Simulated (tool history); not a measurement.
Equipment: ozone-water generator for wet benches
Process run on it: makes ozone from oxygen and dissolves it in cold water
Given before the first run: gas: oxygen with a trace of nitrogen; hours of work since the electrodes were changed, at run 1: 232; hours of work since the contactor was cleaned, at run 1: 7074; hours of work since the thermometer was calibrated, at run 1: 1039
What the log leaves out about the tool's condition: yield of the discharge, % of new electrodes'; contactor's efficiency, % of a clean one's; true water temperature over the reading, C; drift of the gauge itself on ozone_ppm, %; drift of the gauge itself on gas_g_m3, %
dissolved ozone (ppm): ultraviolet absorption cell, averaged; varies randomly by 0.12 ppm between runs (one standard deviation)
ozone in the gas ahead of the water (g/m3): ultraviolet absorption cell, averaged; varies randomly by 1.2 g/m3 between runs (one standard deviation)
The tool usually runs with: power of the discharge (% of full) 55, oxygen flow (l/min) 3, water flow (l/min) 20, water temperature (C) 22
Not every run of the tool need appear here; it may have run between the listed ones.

run    hour  power of the discharge (% of full)  oxygen flow (l/min)  water flow (l/min)  water temperature (C)  hours of work since the electrodes were changed  hours of work since the contactor was cleaned  hours of work since the thermometer was calibrated  dissolved ozone (ppm)  ozone in the gas ahead of the water (g/m3)
  1       0                                  55                    3                  20                     22                                              232                                           7074                                                1039                   12.1                                       222.6
  2    70.3                                  55                    3                  27                     22                                              298                                           7140                                                1105                    8.5                                       223.1
  3   117.9                                  55                    3                  27                     22                                              343                                           7184                                                1150                    8.5                                       225.5
  4   182.7                                  55                    3                  27                     22                                              404                                           7245                                                1211                    8.4                                       223.3
  5   234.7                                  55                    3                  27                     22                                              453                                           7294                                                1260                    8.4                                       223.5
      295.8  -- contactor cleaned
  6   309.9                                  55                    3                  27                     22                                              520                                             13                                                1327                    8.4                                         224
  7   389.1                                  55                    3                  27                     22                                              594                                             88                                                1401                    8.3                                       221.7
  8   467.5                                  55                    3                  20                     22                                              668                                            161                                                1475                   12.4                                       220.3
  9   554.6                                  55                    3                  20                     22                                              750                                            243                                                1557                   12.4                                       223.7
 10   630.5                                  55                 2.44                  20                     22                                              821                                            315                                                1628                   12.1                                       254.4
 11   708.9                                  55                 2.44                  20                     22                                              894                                            388                                                1702                   12.6                                       257.2
 12   783.3                                  55                 2.44                  20                     22                                              964                                            458                                                1772                   12.3                                       256.7
 13   829.2                                  55                 2.44                  20                     22                                             1008                                            501                                                1815                   12.4                                       257.6
 14   884.4                                  55                    3                  20                     22                                             1059                                            553                                                1867                   12.5                                       222.2
 15   941.4                                  55                    3                  20                     16                                             1113                                            607                                                1920                   12.7                                       221.7
 16  1023.6                                  55                    3                  20                     16                                             1190                                            684                                                1997                     13                                       221.7
 17  1070.5                                  88                 3.74                  25                     24                                             1234                                            728                                                2042                   11.6                                       244.5
 18  1120.3                                  43                 3.51                  13                     24                                             1281                                            775                                                2088                   16.1                                       173.9
 19  1208.2                                  81                    3                  14                     22                                             1364                                            857                                                2171                   22.2                                       269.7
 20  1286.2                                  81                    3                  14                     22                                             1437                                            931                                                2244                     22                                       271.9
 21  1334.3                                  81                    3                  14                     22                                             1482                                            976                                                2289                   22.3                                         270
 22  1422.4                                  81                    3                  20                     22                                             1565                                           1059                                                2372                     15                                       269.6
 23  1509.3                                  68                    3                  20                     14                                             1647                                           1140                                                2454                     15                                       246.1
 24  1549.8                                  68                    3                  20                     14                                             1685                                           1178                                                2492                   14.8                                       244.1
 25  1624.2                                  68                    3                  20                     14                                             1755                                           1248                                                2562                   14.6                                       246.4
 26  1673.6                                  68                    3                  20                     14                                             1801                                           1295                                                2608                   14.8                                       244.2
 27  1759.6                                  68                    3                  20                     14                                             1882                                           1376                                                2689                   14.9                                       244.9
 28    1800                                  68                    3                  20                     14                                             1920                                           1414                                                2727                   14.8                                       246.4
 29  1858.3                                  68                    3                  20                     14                                             1975                                           1468                                                2782                   15.1                                       245.4
 30  1921.3                                  55                    3                  21                     22                                             2034                                           1528                                                2841                   11.4                                       219.1
 31  1974.4                                  86                 1.74                  13                     27                                             2084                                           1577                                                2891                   24.4                                       406.8
 32  2012.8                                  86                 1.74                  13                     27                                             2120                                           1613                                                2927                   24.2                                       403.6

Results for each run, recomputed without the tool's hidden state and with each run's random variation untouched:
run  ozone in the gas ahead of the water (g/m3)
  1                                       222.6
  2                                       223.3
  3                                       225.8
  4                                       223.8
  5                                       224.1
  6                                       224.8
  7                                       222.6
  8                                       221.5
  9                                         225
 10                                       256.2
 11                                       259.2
 12                                       258.9
 13                                       259.9
 14                                       224.4
 15                                         224
 16                                       224.2
 17                                       247.4
 18                                       176.1
 19                                       273.3
 20                                       275.8
 21                                         274
 22                                       273.8
 23                                       250.3
 24                                       248.3
 25                                       250.9
 26                                       248.8
 27                                       249.8
 28                                       251.4
 29                                       250.5
 30                                       223.8
 31                                       415.8
 32                                       412.7
For dissolved ozone (ppm), the value without the hidden state is never more than 0.1 from the measured value.
